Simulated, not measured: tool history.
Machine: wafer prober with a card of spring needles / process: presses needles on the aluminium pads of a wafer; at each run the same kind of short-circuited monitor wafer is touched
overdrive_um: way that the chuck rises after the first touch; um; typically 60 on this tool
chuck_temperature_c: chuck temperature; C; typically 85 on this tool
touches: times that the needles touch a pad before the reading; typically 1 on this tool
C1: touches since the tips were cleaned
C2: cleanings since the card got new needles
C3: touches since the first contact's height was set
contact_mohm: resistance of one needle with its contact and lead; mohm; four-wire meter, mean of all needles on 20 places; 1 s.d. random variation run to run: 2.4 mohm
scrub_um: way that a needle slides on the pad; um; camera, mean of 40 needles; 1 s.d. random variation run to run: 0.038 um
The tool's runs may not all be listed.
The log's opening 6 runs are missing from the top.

run 7 hour=52.2 | overdrive_um=60 chuck_temperature_c=85 touches=1 | C1=5124 C2=21 C3=144001 | contact_mohm=282 scrub_um=10.12
-- hour=53.8 tips cleaned on abrasive film
run 8 hour=57.6 | overdrive_um=60 chuck_temperature_c=85 touches=1 | C1=1773 C2=22 C3=146473 | contact_mohm=274 scrub_um=10.17
-- hour=66.4 tips cleaned on abrasive film
run 9 hour=66.4 | overdrive_um=60 chuck_temperature_c=85 touches=2 | C1=0 C2=23 C3=150518 | contact_mohm=269 scrub_um=10.1
run 10 hour=77.9 | overdrive_um=52 chuck_temperature_c=85 touches=1 | C1=5316 C2=23 C3=155834 | contact_mohm=303 scrub_um=8.69
-- hour=78.7 tips cleaned on abrasive film
run 11 hour=83.4 | overdrive_um=60 chuck_temperature_c=85 touches=1 | C1=2174 C2=24 C3=158370 | contact_mohm=282 scrub_um=10.15
-- hour=91.2 tips cleaned on abrasive film
run 12 hour=94 | overdrive_um=60 chuck_temperature_c=85 touches=1 | C1=1318 C2=25 C3=163242 | contact_mohm=278 scrub_um=10.05
run 13 hour=100.5 | overdrive_um=60 chuck_temperature_c=31 touches=1 | C1=4333 C2=25 C3=166257 | contact_mohm=268 scrub_um=10.08
-- hour=104 tips cleaned on abrasive film
run 14 hour=109.5 | overdrive_um=60 chuck_temperature_c=58 touches=1 | C1=2562 C2=26 C3=170409 | contact_mohm=277 scrub_um=10.03
run 15 hour=114.4 | overdrive_um=60 chuck_temperature_c=28 touches=1 | C1=4851 C2=26 C3=172698 | contact_mohm=274 scrub_um=10.07
-- hour=116.5 tips cleaned on abrasive film
run 16 hour=122 | overdrive_um=60 chuck_temperature_c=28 touches=1 | C1=2564 C2=27 C3=176186 | contact_mohm=269 scrub_um=10.06
-- hour=123.4 height of the first contact set anew
-- hour=129.6 tips cleaned on abrasive film
run 17 hour=130.8 | overdrive_um=60 chuck_temperature_c=28 touches=1 | C1=541 C2=28 C3=3407 | contact_mohm=258 scrub_um=9.87
-- hour=142.2 tips cleaned on abrasive film
run 18 hour=142.4 | overdrive_um=52 chuck_temperature_c=40 touches=1 | C1=72 C2=29 C3=8731 | contact_mohm=261 scrub_um=8.45

Run 19 has not been measured yet. What should we expect?
run 19 hour=150.2 | overdrive_um=62 chuck_temperature_c=40 touches=2 | C1=3736 C2=29 C3=12395 | contact_mohm=? scrub_um=?

Run 19 gave contact_mohm 266 mohm, scrub_um 10.26 um.
If the tool had no hidden condition, the same run with the same run-to-run variation would have returned contact_mohm 254 mohm, scrub_um 10.84 um.
